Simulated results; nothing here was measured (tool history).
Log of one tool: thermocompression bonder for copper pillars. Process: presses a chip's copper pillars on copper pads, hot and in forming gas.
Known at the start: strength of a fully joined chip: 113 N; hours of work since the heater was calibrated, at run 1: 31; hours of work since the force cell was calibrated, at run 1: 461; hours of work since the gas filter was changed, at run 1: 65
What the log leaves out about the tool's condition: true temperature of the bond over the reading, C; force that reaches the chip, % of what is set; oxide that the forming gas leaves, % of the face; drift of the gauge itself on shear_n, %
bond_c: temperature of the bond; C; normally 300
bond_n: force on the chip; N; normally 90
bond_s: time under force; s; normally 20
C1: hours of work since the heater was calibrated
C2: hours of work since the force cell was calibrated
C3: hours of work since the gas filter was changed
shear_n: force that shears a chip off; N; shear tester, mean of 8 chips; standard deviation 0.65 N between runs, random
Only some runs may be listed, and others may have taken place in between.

{"run": 1, "hour": 0.0, "bond_c": 300, "bond_n": 90, "bond_s": 20, "C1": 31, "C2": 461, "C3": 65, "shear_n": 61.5}
{"run": 2, "hour": 29.3, "bond_c": 300, "bond_n": 90, "bond_s": 20, "C1": 48, "C2": 478, "C3": 82, "shear_n": 61.5}
{"run": 3, "hour": 63.5, "bond_c": 300, "bond_n": 90, "bond_s": 20, "C1": 67, "C2": 497, "C3": 101, "shear_n": 61}
{"run": 4, "hour": 85.3, "bond_c": 300, "bond_n": 90, "bond_s": 20, "C1": 80, "C2": 510, "C3": 114, "shear_n": 61.1}
{"run": 5, "hour": 100.4, "bond_c": 300, "bond_n": 90, "bond_s": 20, "C1": 88, "C2": 518, "C3": 122, "shear_n": 58.8}
{"run": 6, "hour": 117.1, "bond_c": 300, "bond_n": 90, "bond_s": 20, "C1": 98, "C2": 528, "C3": 132, "shear_n": 60.2}
{"run": 7, "hour": 137.7, "bond_c": 304, "bond_n": 90, "bond_s": 20, "C1": 109, "C2": 539, "C3": 143, "shear_n": 62.1}
{"run": 8, "hour": 154.6, "bond_c": 311, "bond_n": 90, "bond_s": 20, "C1": 119, "C2": 549, "C3": 153, "shear_n": 66.3}
{"hour": 180.1, "done": "forming gas filter changed"}
{"run": 9, "hour": 180.1, "bond_c": 311, "bond_n": 90, "bond_s": 20, "C1": 133, "C2": 563, "C3": 0, "shear_n": 69.2}
{"run": 10, "hour": 205.3, "bond_c": 311, "bond_n": 90, "bond_s": 20, "C1": 147, "C2": 577, "C3": 14, "shear_n": 70.2}
{"run": 11, "hour": 240.0, "bond_c": 279, "bond_n": 90, "bond_s": 20, "C1": 167, "C2": 597, "C3": 34, "shear_n": 48.6}
{"hour": 244.7, "done": "force cell calibrated"}
{"run": 12, "hour": 256.0, "bond_c": 300, "bond_n": 90, "bond_s": 18, "C1": 175, "C2": 6, "C3": 42, "shear_n": 60.3}
{"run": 13, "hour": 271.2, "bond_c": 300, "bond_n": 89, "bond_s": 18, "C1": 184, "C2": 15, "C3": 51, "shear_n": 60.3}
{"run": 14, "hour": 303.8, "bond_c": 300, "bond_n": 111, "bond_s": 18, "C1": 202, "C2": 33, "C3": 69, "shear_n": 66.8}
{"run": 15, "hour": 326.0, "bond_c": 300, "bond_n": 111, "bond_s": 18, "C1": 215, "C2": 46, "C3": 82, "shear_n": 67}
{"run": 16, "hour": 361.1, "bond_c": 300, "bond_n": 90, "bond_s": 20, "C1": 234, "C2": 66, "C3": 101, "shear_n": 59.5}
{"hour": 376.6, "done": "force cell calibrated, once more"}
{"run": 17, "hour": 392.5, "bond_c": 300, "bond_n": 90, "bond_s": 20, "C1": 251, "C2": 9, "C3": 118, "shear_n": 58.7}
{"run": 18, "hour": 425.3, "bond_c": 300, "bond_n": 90, "bond_s": 20, "C1": 270, "C2": 28, "C3": 137, "shear_n": 58.1}
{"run": 19, "hour": 456.3, "bond_c": 300, "bond_n": 90, "bond_s": 20, "C1": 287, "C2": 45, "C3": 154, "shear_n": 56.8}
{"run": 20, "hour": 473.1, "bond_c": 300, "bond_n": 90, "bond_s": 20, "C1": 297, "C2": 55, "C3": 164, "shear_n": 56.3}
{"hour": 479.4, "done": "forming gas filter changed"}
{"run": 21, "hour": 499.8, "bond_c": 300, "bond_n": 90, "bond_s": 20, "C1": 312, "C2": 69, "C3": 11, "shear_n": 61.2}
{"run": 22, "hour": 532.7, "bond_c": 297, "bond_n": 72, "bond_s": 18, "C1": 330, "C2": 88, "C3": 30, "shear_n": 47.3}
{"run": 23, "hour": 554.2, "bond_c": 297, "bond_n": 72, "bond_s": 18, "C1": 342, "C2": 100, "C3": 42, "shear_n": 46.5}
{"run": 24, "hour": 576.0, "bond_c": 297, "bond_n": 88, "bond_s": 18, "C1": 355, "C2": 112, "C3": 55, "shear_n": 54.9}
{"run": 25, "hour": 599.4, "bond_c": 301, "bond_n": 69, "bond_s": 58, "C1": 368, "C2": 126, "C3": 68, "shear_n": 68.9}
{"run": 26, "hour": 628.0, "bond_c": 285, "bond_n": 119, "bond_s": 58, "C1": 384, "C2": 142, "C3": 84, "shear_n": 80}
{"run": 27, "hour": 659.8, "bond_c": 300, "bond_n": 57, "bond_s": 20, "C1": 402, "C2": 160, "C3": 102, "shear_n": 39.4}
{"run": 28, "hour": 689.4, "bond_c": 300, "bond_n": 57, "bond_s": 20, "C1": 419, "C2": 177, "C3": 119, "shear_n": 39.6}
{"run": 29, "hour": 710.8, "bond_c": 321, "bond_n": 107, "bond_s": 20, "C1": 431, "C2": 189, "C3": 131, "shear_n": 78.1}
{"run": 30, "hour": 730.4, "bond_c": 294, "bond_n": 119, "bond_s": 29, "C1": 442, "C2": 200, "C3": 142, "shear_n": 71.3}
{"run": 31, "hour": 747.6, "bond_c": 316, "bond_n": 67, "bond_s": 12, "C1": 452, "C2": 209, "C3": 152, "shear_n": 46.2}
{"hour": 774.1, "done": "forming gas filter changed"}
{"run": 32, "hour": 778.6, "bond_c": 316, "bond_n": 67, "bond_s": 12, "C1": 469, "C2": 227, "C3": 3, "shear_n": 48.7}
{"run": 33, "hour": 795.7, "bond_c": 316, "bond_n": 67, "bond_s": 12, "C1": 479, "C2": 236, "C3": 12, "shear_n": 46.9}
{"run": 34, "hour": 811.8, "bond_c": 316, "bond_n": 67, "bond_s": 12, "C1": 488, "C2": 245, "C3": 21, "shear_n": 47}
{"hour": 842.6, "done": "heater calibrated with a thermocouple chip"}
{"run": 35, "hour": 846.6, "bond_c": 282, "bond_n": 67, "bond_s": 22, "C1": 2, "C2": 264, "C3": 40, "shear_n": 40.4}
{"run": 36, "hour": 874.2, "bond_c": 300, "bond_n": 84, "bond_s": 17, "C1": 18, "C2": 280, "C3": 55, "shear_n": 56}
{"run": 37, "hour": 891.7, "bond_c": 300, "bond_n": 105, "bond_s": 12, "C1": 28, "C2": 289, "C3": 65, "shear_n": 58.5}
{"run": 38, "hour": 915.0, "bond_c": 300, "bond_n": 105, "bond_s": 12, "C1": 41, "C2": 303, "C3": 79, "shear_n": 55.5}
{"run": 39, "hour": 941.9, "bond_c": 325, "bond_n": 64, "bond_s": 12, "C1": 56, "C2": 318, "C3": 94, "shear_n": 52.1}

Predict each of these 3 candidate next runs independently; none follows another, all start after run 39:
{"run": "A", "hour": 967.0, "bond_c": 313, "bond_n": 90, "bond_s": 21, "C1": 70, "C2": 332, "C3": 108, "shear_n": "?"}
{"run": "B", "hour": 967.0, "bond_c": 325, "bond_n": 104, "bond_s": 33, "C1": 70, "C2": 332, "C3": 108, "shear_n": "?"}
{"run": "C", "hour": 967.0, "bond_c": 300, "bond_n": 73, "bond_s": 14, "C1": 70, "C2": 332, "C3": 108, "shear_n": "?"}

run=A shear_n=67.7
run=B shear_n=88.9
run=C shear_n=44.6
Without the tool's unlogged condition, the same runs would have read:
run=A shear_n=71.3
run=B shear_n=93.5
run=C shear_n=47
